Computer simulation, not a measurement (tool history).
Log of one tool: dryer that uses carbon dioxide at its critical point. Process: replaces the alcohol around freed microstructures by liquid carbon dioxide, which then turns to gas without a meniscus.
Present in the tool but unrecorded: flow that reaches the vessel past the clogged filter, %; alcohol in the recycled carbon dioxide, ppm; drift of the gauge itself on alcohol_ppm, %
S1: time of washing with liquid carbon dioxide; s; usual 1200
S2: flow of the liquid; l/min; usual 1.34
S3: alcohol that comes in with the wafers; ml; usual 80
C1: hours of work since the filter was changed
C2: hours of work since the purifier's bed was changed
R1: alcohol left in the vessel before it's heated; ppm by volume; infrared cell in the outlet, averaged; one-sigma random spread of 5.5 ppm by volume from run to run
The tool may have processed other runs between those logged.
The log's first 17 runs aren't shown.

run   hour    S1    S2   S3   C1   C2   R1
 18  321.3  1200  1.34   80   25  645  203
 19  345.0  1200  1.34   83   41  661  217
 20  360.5  1200  1.34   83   52  671  220
 21  370.9  1200  1.02   80   59  678  613
 22  387.4  1200  1.02   80   70  690  624
 23  403.9  1740  1.34   80   81  701   62
 24  417.6  1920  1.34   82   90  710   54
 25  440.8  1680  0.85   82  106  726  415
 26  454.8   960  1.98   24  115  735   64
 27  476.5  1200  1.38   80  130  750  193
 28  496.8  1200  1.38   80  144  764  208
 29  519.2  1200  0.86   38  159  779  584
 30  534.5  1200  0.86   38  169  789  581
 31  547.2  1200  0.86   38  178  798  580
 32  559.4  1200  1.11   29  186  806  210
 33  582.2  1200  1.11   29  202  821  216
 34  600.1  1740  1.17   55  214  834   97
 35  620.2  1740  1.17   55  227  847   95
 36  636.8  1200  1.72   90  239  858  100
 37  656.1  1380  1.26  101  252  871  257
     661.3  -- inlet filter changed
 38  679.0  1200  0.88   57   12  886  716

Run 39 has not been measured yet. What should we expect?
 39  697.5  1200  0.88  57  25  899   ?

Run 39 came out at R1 729 ppm by volume.
On a tool with no hidden condition, and with the same random variation, this run would have come out at R1 661 ppm by volume.
